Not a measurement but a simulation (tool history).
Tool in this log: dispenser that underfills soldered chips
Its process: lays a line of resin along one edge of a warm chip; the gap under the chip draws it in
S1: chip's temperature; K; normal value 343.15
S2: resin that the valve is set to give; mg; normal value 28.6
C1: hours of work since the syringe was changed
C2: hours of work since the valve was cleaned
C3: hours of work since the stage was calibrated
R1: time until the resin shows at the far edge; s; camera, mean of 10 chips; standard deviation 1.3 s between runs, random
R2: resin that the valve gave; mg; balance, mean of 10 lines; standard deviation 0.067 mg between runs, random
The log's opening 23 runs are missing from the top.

{"day": 9.321, "done": "new syringe of resin"}
{"run": 24, "day": 9.35, "S1": 349.15, "S2": 28.6, "C1": 0, "C2": 33, "C3": 276, "R1": 90, "R2": 28.2}
{"run": 25, "day": 9.592, "S1": 349.15, "S2": 28.6, "C1": 4, "C2": 37, "C3": 280, "R1": 110.4, "R2": 28.19}
{"day": 9.883, "done": "new syringe of resin"}
{"run": 26, "day": 10.004, "S1": 349.15, "S2": 28.6, "C1": 2, "C2": 43, "C3": 286, "R1": 97.6, "R2": 28.11}
{"run": 27, "day": 10.246, "S1": 329.15, "S2": 24.4, "C1": 6, "C2": 47, "C3": 290, "R1": 368, "R2": 23.78}
{"day": 10.383, "done": "dispensing valve cleaned and set on the balance"}
{"day": 10.479, "done": "new syringe of resin"}
{"run": 28, "day": 10.821, "S1": 343.15, "S2": 26.4, "C1": 5, "C2": 7, "C3": 298, "R1": 163.9, "R2": 26.3}
{"day": 11.025, "done": "new syringe of resin"}
{"run": 29, "day": 11.138, "S1": 338.15, "S2": 26.4, "C1": 2, "C2": 11, "C3": 303, "R1": 173, "R2": 26.21}
{"day": 11.567, "done": "new syringe of resin"}
{"run": 30, "day": 11.621, "S1": 338.15, "S2": 26.4, "C1": 1, "C2": 19, "C3": 310, "R1": 164, "R2": 26.15}
{"run": 31, "day": 11.95, "S1": 344.15, "S2": 28.1, "C1": 6, "C2": 24, "C3": 315, "R1": 159.8, "R2": 27.62}
{"day": 12.133, "done": "new syringe of resin"}
{"run": 32, "day": 12.362, "S1": 344.15, "S2": 28.1, "C1": 4, "C2": 30, "C3": 322, "R1": 137.6, "R2": 27.75}
{"day": 12.675, "done": "new syringe of resin"}
{"run": 33, "day": 12.883, "S1": 344.15, "S2": 28.1, "C1": 3, "C2": 38, "C3": 330, "R1": 136.5, "R2": 27.59}
{"run": 34, "day": 13.125, "S1": 344.15, "S2": 28.1, "C1": 7, "C2": 42, "C3": 333, "R1": 169.5, "R2": 27.67}

Alternative continuations, all from the tool just after run 34; predict every row:
{"day": 13.212, "done": "new syringe of resin"}
{"run": "A", "day": 13.529, "S1": 346.15, "S2": 36.2, "C1": 5, "C2": 48, "C3": 339, "R1": "?", "R2": "?"}
{"day": 13.212, "done": "new syringe of resin"}
{"run": "B", "day": 13.529, "S1": 343.15, "S2": 28.6, "C1": 5, "C2": 48, "C3": 339, "R1": "?", "R2": "?"}
{"day": 13.212, "done": "new syringe of resin"}
{"run": "C", "day": 13.529, "S1": 344.15, "S2": 33.6, "C1": 5, "C2": 48, "C3": 339, "R1": "?", "R2": "?"}
{"day": 13.212, "done": "new syringe of resin"}
{"run": "D", "day": 13.529, "S1": 339.15, "S2": 27.6, "C1": 5, "C2": 48, "C3": 339, "R1": "?", "R2": "?"}
{"day": 13.212, "done": "new syringe of resin"}
{"run": "E", "day": 13.529, "S1": 341.15, "S2": 32.4, "C1": 5, "C2": 48, "C3": 339, "R1": "?", "R2": "?"}

run=A R1=130 R2=35.4
run=B R1=155.9 R2=27.92
run=C R1=145.4 R2=32.8
run=D R1=190.9 R2=27.04
run=E R1=170.9 R2=31.63
Had the tool no hidden state, the same runs would have come out as:
run=A R1=107.6 R2=36.24
run=B R1=129 R2=28.58
run=C R1=120.5 R2=33.58
run=D R1=158.2 R2=27.68
run=E R1=141.8 R2=32.38

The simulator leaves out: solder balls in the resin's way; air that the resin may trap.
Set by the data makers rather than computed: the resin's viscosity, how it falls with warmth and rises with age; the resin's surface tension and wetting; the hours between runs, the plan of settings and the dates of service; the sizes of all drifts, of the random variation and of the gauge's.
